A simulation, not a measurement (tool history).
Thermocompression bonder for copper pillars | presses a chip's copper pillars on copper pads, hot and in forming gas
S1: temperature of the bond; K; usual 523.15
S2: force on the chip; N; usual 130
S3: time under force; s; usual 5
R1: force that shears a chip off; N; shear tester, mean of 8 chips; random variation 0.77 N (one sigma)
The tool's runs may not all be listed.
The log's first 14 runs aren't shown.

run 15 hour=1028.6 | S1=523.15 S2=96 S3=5 | R1=66.1
-- hour=1055.0 force cell calibrated
run 16 hour=1097.3 | S1=523.15 S2=86 S3=5 | R1=60.6
run 17 hour=1171.5 | S1=523.15 S2=86 S3=5 | R1=60.3
run 18 hour=1226.3 | S1=523.15 S2=86 S3=5 | R1=59.4
run 19 hour=1310.0 | S1=523.15 S2=130 S3=3 | R1=62.0
run 20 hour=1398.3 | S1=523.15 S2=130 S3=3 | R1=61.1
-- hour=1452.9 forming gas filter changed
run 21 hour=1465.1 | S1=515.15 S2=157 S3=6 | R1=82.4
run 22 hour=1527.0 | S1=497.15 S2=157 S3=3 | R1=58.4
-- hour=1543.5 heater calibrated with a thermocouple chip
run 23 hour=1623.1 | S1=497.15 S2=157 S3=3 | R1=51.1
run 24 hour=1678.4 | S1=514.15 S2=88 S3=5 | R1=53.2
run 25 hour=1754.6 | S1=514.15 S2=88 S3=5 | R1=51.3
run 26 hour=1847.7 | S1=528.15 S2=183 S3=7 | R1=86.3
run 27 hour=1918.3 | S1=509.15 S2=136 S3=3 | R1=51.9
-- hour=1966.3 forming gas filter changed
run 28 hour=1966.3 | S1=546.15 S2=97 S3=8 | R1=86.7
run 29 hour=2008.7 | S1=546.15 S2=97 S3=8 | R1=85.8
run 30 hour=2072.7 | S1=546.15 S2=97 S3=8 | R1=84.5
run 31 hour=2138.9 | S1=546.15 S2=97 S3=8 | R1=84.4
run 32 hour=2185.1 | S1=523.15 S2=93 S3=5 | R1=61.8
run 33 hour=2256.8 | S1=523.15 S2=93 S3=5 | R1=61.6
run 34 hour=2297.2 | S1=523.15 S2=93 S3=5 | R1=60.9
run 35 hour=2383.4 | S1=524.15 S2=104 S3=5 | R1=63.3
run 36 hour=2442.7 | S1=524.15 S2=142 S3=3 | R1=63.2
-- hour=2480.8 forming gas filter changed
run 37 hour=2529.2 | S1=524.15 S2=142 S3=3 | R1=71.3
run 38 hour=2607.2 | S1=549.15 S2=129 S3=8 | R1=94.6
run 39 hour=2662.6 | S1=535.15 S2=111 S3=6 | R1=78.9

Forecast each of these 3 alternatives for the next run:
run A hour=2707.2 | S1=524.15 S2=89 S3=4 | R1=?
run B hour=2707.2 | S1=517.15 S2=111 S3=12 | R1=?
run C hour=2707.2 | S1=531.15 S2=112 S3=11 | R1=?

run=A R1=59.3
run=B R1=82.0
run=C R1=87.7
Without the tool's hidden state the same runs would have given:
run=A R1=57.1
run=B R1=81.2
run=C R1=88.0

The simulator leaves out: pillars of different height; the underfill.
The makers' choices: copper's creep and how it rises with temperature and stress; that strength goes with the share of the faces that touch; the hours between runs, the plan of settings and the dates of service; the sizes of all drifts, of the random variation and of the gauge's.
